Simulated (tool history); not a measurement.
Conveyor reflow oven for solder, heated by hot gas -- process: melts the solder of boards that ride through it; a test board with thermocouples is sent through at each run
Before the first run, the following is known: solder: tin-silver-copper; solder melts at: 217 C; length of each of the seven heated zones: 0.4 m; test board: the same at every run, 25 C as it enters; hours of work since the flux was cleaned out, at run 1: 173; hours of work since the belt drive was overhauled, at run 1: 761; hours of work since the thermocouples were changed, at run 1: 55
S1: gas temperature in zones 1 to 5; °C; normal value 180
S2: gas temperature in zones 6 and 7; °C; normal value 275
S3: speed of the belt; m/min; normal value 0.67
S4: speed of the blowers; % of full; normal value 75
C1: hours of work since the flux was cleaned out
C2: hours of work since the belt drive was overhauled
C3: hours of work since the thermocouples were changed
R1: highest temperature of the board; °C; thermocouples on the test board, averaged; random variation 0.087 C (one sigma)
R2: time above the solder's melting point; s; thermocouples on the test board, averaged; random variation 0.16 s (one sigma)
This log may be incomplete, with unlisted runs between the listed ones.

{"run": 1, "hour": 0.0, "S1": 180, "S2": 275, "S3": 0.67, "S4": 75, "C1": 173, "C2": 761, "C3": 55, "R1": 262.55, "R2": 63.5}
{"run": 2, "hour": 42.7, "S1": 180, "S2": 275, "S3": 0.673, "S4": 75, "C1": 191, "C2": 779, "C3": 73, "R1": 262.23, "R2": 63.4}
{"run": 3, "hour": 68.9, "S1": 180, "S2": 275, "S3": 0.673, "S4": 75, "C1": 202, "C2": 790, "C3": 84, "R1": 262.44, "R2": 63.2}
{"run": 4, "hour": 104.6, "S1": 180, "S2": 275, "S3": 0.67, "S4": 74, "C1": 217, "C2": 804, "C3": 99, "R1": 262.18, "R2": 63.4}
{"run": 5, "hour": 147.1, "S1": 180, "S2": 275, "S3": 0.67, "S4": 74, "C1": 235, "C2": 822, "C3": 117, "R1": 262.07, "R2": 63.4}
{"run": 6, "hour": 179.5, "S1": 166, "S2": 275, "S3": 0.67, "S4": 75, "C1": 248, "C2": 836, "C3": 130, "R1": 260.27, "R2": 58.2}
{"run": 7, "hour": 216.0, "S1": 180, "S2": 287, "S3": 0.67, "S4": 75, "C1": 263, "C2": 851, "C3": 145, "R1": 273.23, "R2": 68.3}
{"run": 8, "hour": 261.0, "S1": 180, "S2": 287, "S3": 0.67, "S4": 75, "C1": 282, "C2": 870, "C3": 164, "R1": 273.3, "R2": 68.1}
{"run": 9, "hour": 294.0, "S1": 180, "S2": 287, "S3": 0.67, "S4": 75, "C1": 296, "C2": 883, "C3": 178, "R1": 272.99, "R2": 68.2}
{"run": 10, "hour": 334.0, "S1": 180, "S2": 287, "S3": 0.67, "S4": 75, "C1": 313, "C2": 900, "C3": 195, "R1": 272.95, "R2": 68.2}
{"run": 11, "hour": 381.3, "S1": 180, "S2": 275, "S3": 0.67, "S4": 75, "C1": 332, "C2": 920, "C3": 214, "R1": 262.12, "R2": 63.7}
{"run": 12, "hour": 421.4, "S1": 180, "S2": 275, "S3": 0.67, "S4": 75, "C1": 349, "C2": 937, "C3": 231, "R1": 261.97, "R2": 63.4}
{"run": 13, "hour": 460.8, "S1": 180, "S2": 269, "S3": 0.641, "S4": 87, "C1": 365, "C2": 953, "C3": 247, "R1": 259.31, "R2": 65.8}
{"hour": 469.3, "done": "belt drive overhauled, speed set with a stopwatch"}
{"run": 14, "hour": 510.2, "S1": 180, "S2": 265, "S3": 0.67, "S4": 53, "C1": 384, "C2": 17, "C3": 266, "R1": 248.74, "R2": 55.3}
{"run": 15, "hour": 551.8, "S1": 171, "S2": 265, "S3": 0.712, "S4": 53, "C1": 402, "C2": 34, "C3": 284, "R1": 245.02, "R2": 45.3}
{"run": 16, "hour": 574.9, "S1": 171, "S2": 265, "S3": 0.712, "S4": 73, "C1": 411, "C2": 44, "C3": 293, "R1": 249.64, "R2": 50.5}

Expected results for the next run?
{"run": 17, "hour": 595.3, "S1": 169, "S2": 268, "S3": 0.67, "S4": 52, "C1": 420, "C2": 53, "C3": 302, "R1": "?", "R2": "?"}

R1: 248.82 °C
R2: 51.3 s
Without the tool's hidden state the same run would have given R1 248.9 °C, R2 49 s.
